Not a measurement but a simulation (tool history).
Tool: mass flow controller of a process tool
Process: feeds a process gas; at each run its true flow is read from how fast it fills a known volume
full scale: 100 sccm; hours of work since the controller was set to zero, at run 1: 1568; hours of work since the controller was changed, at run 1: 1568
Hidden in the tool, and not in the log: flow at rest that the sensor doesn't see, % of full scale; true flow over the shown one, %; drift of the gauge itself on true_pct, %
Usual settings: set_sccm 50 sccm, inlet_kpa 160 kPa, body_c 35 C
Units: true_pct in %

run	hour	set_sccm	inlet_kpa	body_c	hours of work since the controller was set to zero	hours of work since the controller was changed	true_pct
1	0.0	50	160	35	1568	1568	99.94
2	69.2	50	160	35	1619	1619	99.91
3	148.7	50	160	35	1677	1677	99.97
4	263.8	50	226	35	1762	1762	100.27
5	336.4	50	226	35	1816	1816	100.21
6	488.9	50	226	35	1928	1928	100.38
7	635.5	50	160	27	2036	2036	99.69
8	761.3	50	173	35	2129	2129	100.33
9	881.5	50	173	35	2218	2218	100.17
10	1013.1	50	173	35	2315	2315	100.28
11	1090.8	50	173	35	2372	2372	100.44
12	1154.6	50	173	35	2419	2419	100.44
13	1266.9	50	173	35	2502	2502	100.55
14	1392.0	50	173	35	2594	2594	100.49
15	1465.8	50	199	28	2649	2649	100.29
16	1571.9	50	199	28	2727	2727	100.18
17	1685.0	21	178	25	2810	2810	100.23
# hour 1696.1: controller's zero set anew
18	1760.0	33	252	35	47	2865	101.07
19	1890.9	24	252	24	144	2962	100.78
20	1965.3	26	220	28	199	3017	100.98
21	2063.1	26	226	33	271	3089	101.25
22	2190.5	26	226	33	365	3183	101.33
# hour 2234.3: controller's zero set anew, once more
23	2284.3	68	183	26	37	3252	100.08
24	2349.2	68	183	26	85	3299	100.15
25	2489.2	68	183	26	188	3403	100.18
26	2634.7	50	179	35	295	3510	100.38
27	2707.7	11	204	21	349	3564	99.17

4 ways to go on from here, each from the tool as it stands after run 27. What would each give?
A	2837.2	30	240	32	445	3659	?
B	2837.2	78	208	22	445	3659	?
C	2837.2	42	144	24	445	3659	?
D	2837.2	50	140	29	445	3659	?

run	true_pct
A	100.04
B	100.38
C	99.54
D	99.99
Without the tool's hidden state the same runs would have given:
run	true_pct
A	98.88
B	99.35
C	98.43
D	98.91

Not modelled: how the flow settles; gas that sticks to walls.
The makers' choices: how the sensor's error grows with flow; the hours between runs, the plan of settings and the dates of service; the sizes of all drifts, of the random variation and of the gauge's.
